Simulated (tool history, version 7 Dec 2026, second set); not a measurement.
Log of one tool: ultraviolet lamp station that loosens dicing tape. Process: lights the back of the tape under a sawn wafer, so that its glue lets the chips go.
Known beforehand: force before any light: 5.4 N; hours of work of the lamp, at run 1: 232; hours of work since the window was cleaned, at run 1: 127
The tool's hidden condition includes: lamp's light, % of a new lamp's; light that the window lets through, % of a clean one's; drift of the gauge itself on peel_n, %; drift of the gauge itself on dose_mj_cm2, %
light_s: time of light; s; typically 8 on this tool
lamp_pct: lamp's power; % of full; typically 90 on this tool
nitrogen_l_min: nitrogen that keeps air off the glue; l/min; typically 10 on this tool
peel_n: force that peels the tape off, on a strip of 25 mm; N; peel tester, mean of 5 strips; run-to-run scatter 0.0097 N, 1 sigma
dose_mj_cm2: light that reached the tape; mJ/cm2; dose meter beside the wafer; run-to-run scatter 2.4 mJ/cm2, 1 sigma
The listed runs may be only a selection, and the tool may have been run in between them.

| run | hour | light_s | lamp_pct | nitrogen_l_min | hours of work of the lamp | hours of work since the window was cleaned | peel_n | dose_mj_cm2 |
|---|---|---|---|---|---|---|---|---|
| 1 | 0 | 8 | 90 | 10 | 232 | 127 | 0.414 | 248 |
| 2 | 7.9 | 8 | 90 | 10 | 237 | 132 | 0.4 | 244 |
| 3 | 15.2 | 8 | 90 | 10 | 241 | 137 | 0.425 | 246 |
| 4 | 21.8 | 8 | 78 | 10 | 245 | 141 | 0.567 | 214 |
| 5 | 31.6 | 5 | 78 | 10 | 252 | 147 | 1.25 | 139 |
| 6 | 37.8 | 5 | 78 | 10 | 256 | 151 | 1.297 | 135 |
| 7 | 43.2 | 5 | 78 | 10 | 259 | 155 | 1.298 | 133 |
| 8 | 47.4 | 5 | 78 | 10 | 262 | 157 | 1.298 | 130 |
| 9 | 54.7 | 5 | 90 | 10 | 267 | 162 | 1.036 | 157 |
| 10 | 60.7 | 8 | 90 | 10 | 270 | 166 | 0.414 | 249 |
| 11 | 65.2 | 8 | 90 | 10 | 273 | 169 | 0.4 | 248 |
| 12 | 70.6 | 9 | 90 | 10 | 277 | 172 | 0.329 | 280 |
| 13 | 79.8 | 10 | 90 | 5 | 282 | 178 | 0.472 | 310 |
| 14 | 89.4 | 12 | 68 | 19 | 289 | 184 | 0.194 | 276 |
| 15 | 96.1 | 8 | 78 | 3 | 293 | 188 | 1.306 | 211 |
| 16 | 102.2 | 5 | 83 | 10 | 297 | 192 | 1.188 | 142 |
| 17 | 109.3 | 9 | 90 | 3 | 301 | 197 | 0.889 | 282 |
| 18 | 113.6 | 11 | 68 | 12 | 304 | 200 | 0.332 | 258 |
| 19 | 122.3 | 8 | 74 | 9 | 310 | 205 | 0.678 | 205 |
| 20 | 126.8 | 5 | 90 | 20 | 312 | 208 | 0.692 | 155 |
| 21 | 134.5 | 8 | 77 | 5 | 317 | 213 | 0.954 | 212 |

Forecast each of these 3 alternatives for the next run:
| A | 142.9 | 8 | 74 | 10 | 323 | 218 | ? | ? |
| B | 142.9 | 8 | 86 | 10 | 323 | 218 | ? | ? |
| C | 142.9 | 8 | 73 | 5 | 323 | 218 | ? | ? |

| run | peel_n | dose_mj_cm2 |
|---|---|---|
| A | 0.625 | 206 |
| B | 0.465 | 234 |
| C | 1.115 | 203 |
The same runs, with their run-to-run variation unchanged, on a tool lacking any hidden condition would have given:
| run | peel_n | dose_mj_cm2 |
|---|---|---|
| A | 0.624 | 206 |
| B | 0.464 | 234 |
| C | 1.113 | 203 |
